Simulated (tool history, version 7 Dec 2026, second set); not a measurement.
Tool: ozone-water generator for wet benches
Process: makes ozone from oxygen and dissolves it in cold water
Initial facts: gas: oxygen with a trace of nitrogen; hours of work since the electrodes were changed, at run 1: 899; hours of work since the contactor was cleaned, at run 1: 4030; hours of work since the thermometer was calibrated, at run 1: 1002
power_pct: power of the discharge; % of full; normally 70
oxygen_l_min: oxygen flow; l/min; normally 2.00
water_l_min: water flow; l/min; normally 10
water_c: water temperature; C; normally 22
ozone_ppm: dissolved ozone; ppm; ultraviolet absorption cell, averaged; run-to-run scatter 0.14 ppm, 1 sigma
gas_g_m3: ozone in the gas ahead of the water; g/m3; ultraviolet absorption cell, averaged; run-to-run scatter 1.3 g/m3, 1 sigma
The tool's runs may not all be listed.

| run | day | power_pct | oxygen_l_min | water_l_min | water_c | hours of work since the electrodes were changed | hours of work since the contactor was cleaned | hours of work since the thermometer was calibrated | ozone_ppm | gas_g_m3 |
|---|---|---|---|---|---|---|---|---|---|---|
| 1 | 0.000 | 70 | 2.00 | 10 | 22 | 899 | 4030 | 1002 | 15.2 | 240.8 |
| 2 | 3.492 | 70 | 2.00 | 10 | 22 | 982 | 4113 | 1085 | 14.8 | 240.3 |
| 3 | 5.542 | 70 | 2.00 | 10 | 17 | 1031 | 4162 | 1133 | 15.7 | 240.1 |
| 4 | 8.283 | 70 | 2.00 | 10 | 17 | 1096 | 4226 | 1198 | 15.9 | 239.2 |
| 5 | 10.100 | 70 | 2.00 | 10 | 17 | 1138 | 4269 | 1241 | 15.6 | 238.7 |
| 6 | 12.762 | 70 | 2.00 | 10 | 17 | 1202 | 4333 | 1304 | 15.8 | 237.4 |
| 7 | 15.488 | 70 | 2.00 | 10 | 17 | 1266 | 4397 | 1369 | 15.7 | 237.6 |
| 8 | 18.179 | 70 | 2.00 | 10 | 27 | 1330 | 4461 | 1433 | 13.5 | 236.9 |
| 9 | 19.762 | 70 | 2.00 | 10 | 28 | 1367 | 4498 | 1470 | 13.5 | 237.6 |
| 10 | 21.283 | 70 | 2.00 | 10 | 28 | 1403 | 4534 | 1506 | 13.4 | 235.6 |
| 11 | 23.638 | 70 | 2.00 | 10 | 28 | 1459 | 4590 | 1562 | 13.4 | 236.5 |
| 12 | 26.988 | 70 | 2.00 | 10 | 28 | 1538 | 4669 | 1641 | 13.4 | 235.7 |
| 13 | 29.808 | 70 | 2.54 | 10 | 22 | 1605 | 4736 | 1708 | 15.0 | 206.2 |
| 14 | 32.071 | 70 | 2.54 | 10 | 22 | 1659 | 4790 | 1761 | 14.7 | 209.1 |
| 15 | 34.804 | 42 | 2.43 | 10 | 20 | 1723 | 4854 | 1826 | 10.5 | 146.0 |
| 16 | 36.408 | 42 | 2.43 | 10 | 20 | 1761 | 4892 | 1864 | 10.2 | 143.3 |
|  | 36.917 | contactor cleaned |
| 17 | 39.108 | 42 | 2.43 | 10 | 20 | 1821 | 52 | 1924 | 10.0 | 143.4 |
| 18 | 41.238 | 56 | 1.56 | 10 | 23 | 1872 | 102 | 1974 | 11.5 | 223.7 |

Run 19, settings as shown, results not yet in. Your forecast:
| 19 | 44.912 | 70 | 1.02 | 10 | 18 | 1959 | 189 | 2061 | ? | ? |

Run 19 measured ozone_ppm 13.2 ppm, gas_g_m3 328.2 g/m3.
Without the tool's hidden state the same run would have given ozone_ppm 15.2 ppm, gas_g_m3 345.5 g/m3.

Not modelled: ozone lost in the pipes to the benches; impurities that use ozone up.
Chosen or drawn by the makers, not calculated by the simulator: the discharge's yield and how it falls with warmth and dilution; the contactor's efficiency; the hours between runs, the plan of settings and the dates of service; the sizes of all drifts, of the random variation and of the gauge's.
